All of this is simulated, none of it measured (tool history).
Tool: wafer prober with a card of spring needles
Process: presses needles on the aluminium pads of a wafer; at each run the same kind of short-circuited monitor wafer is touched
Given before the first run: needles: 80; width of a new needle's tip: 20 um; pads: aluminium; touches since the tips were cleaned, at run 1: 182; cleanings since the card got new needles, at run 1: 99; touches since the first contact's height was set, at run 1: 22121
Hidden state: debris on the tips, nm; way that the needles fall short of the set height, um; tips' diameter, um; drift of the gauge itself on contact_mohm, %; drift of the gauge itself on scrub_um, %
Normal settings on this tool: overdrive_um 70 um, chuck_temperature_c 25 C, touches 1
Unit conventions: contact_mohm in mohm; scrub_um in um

run	day	overdrive_um	chuck_temperature_c	touches	touches since the tips were cleaned	cleanings since the card got new needles	touches since the first contact's height was set	contact_mohm	scrub_um
1	0	70	25	1	182	99	22121	206	12.55
# day 0.346: tips cleaned on abrasive film
# day 0.771: tips cleaned on abrasive film
# day 1.217: tips cleaned on abrasive film
# day 1.646: tips cleaned on abrasive film
2	1.733	70	25	1	910	103	39752	217	12.5
# day 2.096: tips cleaned on abrasive film
# day 2.467: tips cleaned on abrasive film
3	2.467	54	25	1	0	105	47188	206	9.58
# day 2.9: tips cleaned on abrasive film
# day 3.346: tips cleaned on abrasive film
# day 3.738: tips cleaned on abrasive film
4	3.738	70	89	1	0	108	60091	224	12.44
# day 4.096: tips cleaned on abrasive film
# day 4.538: tips cleaned on abrasive film
5	4.846	70	89	1	3151	110	71383	261	12.42
# day 4.917: tips cleaned on abrasive film
# day 5.367: tips cleaned on abrasive film
# day 5.804: tips cleaned on abrasive film
# day 6.254: tips cleaned on abrasive film
6	6.5	70	25	1	2545	114	88231	239	12.31
# day 6.679: tips cleaned on abrasive film
# day 7.038: tips cleaned on abrasive film
# day 7.488: tips cleaned on abrasive film
# day 7.912: tips cleaned on abrasive film
7	8.025	70	25	1	1150	118	103702	223	12.28
# day 8.275: tips cleaned on abrasive film
# day 8.633: tips cleaned on abrasive film
# day 9.083: tips cleaned on abrasive film
# day 9.446: tips cleaned on abrasive film
8	9.675	70	25	1	2371	122	120477	247	12.23
# day 9.854: tips cleaned on abrasive film
# day 10.3: tips cleaned on abrasive film
# day 10.658: tips cleaned on abrasive film
# day 11.021: height of the first contact set anew
# day 11.112: tips cleaned on abrasive film
9	11.217	70	97	1	1066	126	1980	235	12.6
# day 11.546: tips cleaned on abrasive film
# day 11.992: tips cleaned on abrasive film
# day 12.442: tips cleaned on abrasive film
# day 12.838: tips cleaned on abrasive film
10	12.838	70	25	1	0	130	18432	204	12.58
# day 13.258: tips cleaned on abrasive film
# day 13.629: tips cleaned on abrasive film
11	13.629	70	25	1	0	132	26508	209	12.53
# day 14.067: tips cleaned on abrasive film
# day 14.496: tips cleaned on abrasive film
12	14.708	70	25	1	2177	134	37487	237	12.48
# day 14.892: tips cleaned on abrasive film
# day 15.321: tips cleaned on abrasive film
# day 15.679: tips cleaned on abrasive film
# day 16.108: tips cleaned on abrasive film
13	16.283	70	90	1	1822	138	53496	246	12.46
# day 16.558: tips cleaned on abrasive film
# day 17: tips cleaned on abrasive film
# day 17.45: tips cleaned on abrasive film
14	17.496	70	90	1	461	141	65803	229	12.4
# day 17.842: tips cleaned on abrasive film
# day 18.258: tips cleaned on abrasive film
# day 18.704: tips cleaned on abrasive film
15	18.738	63	53	1	346	144	78440	224	11.12
# day 19.096: tips cleaned on abrasive film
# day 19.533: tips cleaned on abrasive film
# day 19.954: tips cleaned on abrasive film
16	20.2	74	33	2	2540	147	93322	226	13.03
# day 20.383: tips cleaned on abrasive film
# day 20.833: tips cleaned on abrasive film
# day 21.217: tips cleaned on abrasive film
17	21.217	70	76	1	0	150	103627	217	12.29
# day 21.667: tips cleaned on abrasive film
# day 22.117: tips cleaned on abrasive film
# day 22.55: tips cleaned on abrasive film
18	22.554	70	76	1	20	153	117206	216	12.24
# day 22.992: tips cleaned on abrasive film
# day 23.429: tips cleaned on abrasive film
19	23.65	82	97	2	2258	155	128374	230	14.41
# day 23.821: tips cleaned on abrasive film
# day 24.25: tips cleaned on abrasive film
# day 24.262: height of the first contact set anew
# day 24.7: tips cleaned on abrasive film
# day 25.133: tips cleaned on abrasive film
20	25.371	82	61	2	2420	159	11276	227	14.78
# day 25.55: tips cleaned on abrasive film
# day 25.988: tips cleaned on abrasive film
21	26.321	82	61	2	3452	161	20973	228	14.77
# day 26.417: tips cleaned on abrasive film
# day 26.775: tips cleaned on abrasive film
# day 27.212: tips cleaned on abrasive film
# day 27.646: tips cleaned on abrasive film
22	27.871	82	61	2	2330	165	36700	227	14.74
# day 28.042: tips cleaned on abrasive film
# day 28.475: tips cleaned on abrasive film
# day 28.921: tips cleaned on abrasive film
# day 29.354: tips cleaned on abrasive film
23	29.492	82	71	2	1392	169	53165	220	14.63
# day 29.762: tips cleaned on abrasive film
# day 30.192: tips cleaned on abrasive film
# day 30.633: tips cleaned on abrasive film
24	30.683	72	26	2	486	172	65253	210	12.82
# day 31.042: tips cleaned on abrasive film
# day 31.483: tips cleaned on abrasive film
25	31.821	72	26	2	3475	174	76865	234	12.76
# day 31.904: tips cleaned on abrasive film
# day 32.342: tips cleaned on abrasive film
# day 32.779: tips cleaned on abrasive film
# day 33.221: tips cleaned on abrasive film
26	33.438	58	77	1	2214	178	93273	273	10.17
# day 33.6: tips cleaned on abrasive film
# day 33.962: tips cleaned on abrasive film
27	34.146	58	77	1	1911	180	100492	275	10.11
# day 34.329: tips cleaned on abrasive film
# day 34.767: tips cleaned on abrasive film
# day 35.196: tips cleaned on abrasive film
# day 35.558: tips cleaned on abrasive film
28	35.683	58	77	1	1268	184	116076	261	10.11

Below are 3 alternative next runs, each starting from the tool's condition after run 28. Predict each:
# day 35.954: tips cleaned on abrasive film
# day 36.392: tips cleaned on abrasive film
A	36.621	67	96	1	2352	186	125627	?	?
# day 35.954: tips cleaned on abrasive film
# day 36.392: tips cleaned on abrasive film
B	36.621	58	77	2	2352	186	125627	?	?
# day 35.954: tips cleaned on abrasive film
# day 36.392: tips cleaned on abrasive film
C	36.621	78	25	1	2352	186	125627	?	?

run	contact_mohm	scrub_um
A	259	11.73
B	251	10.12
C	233	13.67
With no hidden state in the tool, these same runs would have given:
run	contact_mohm	scrub_um
A	213	12.13
B	213	10.52
C	195	14.06
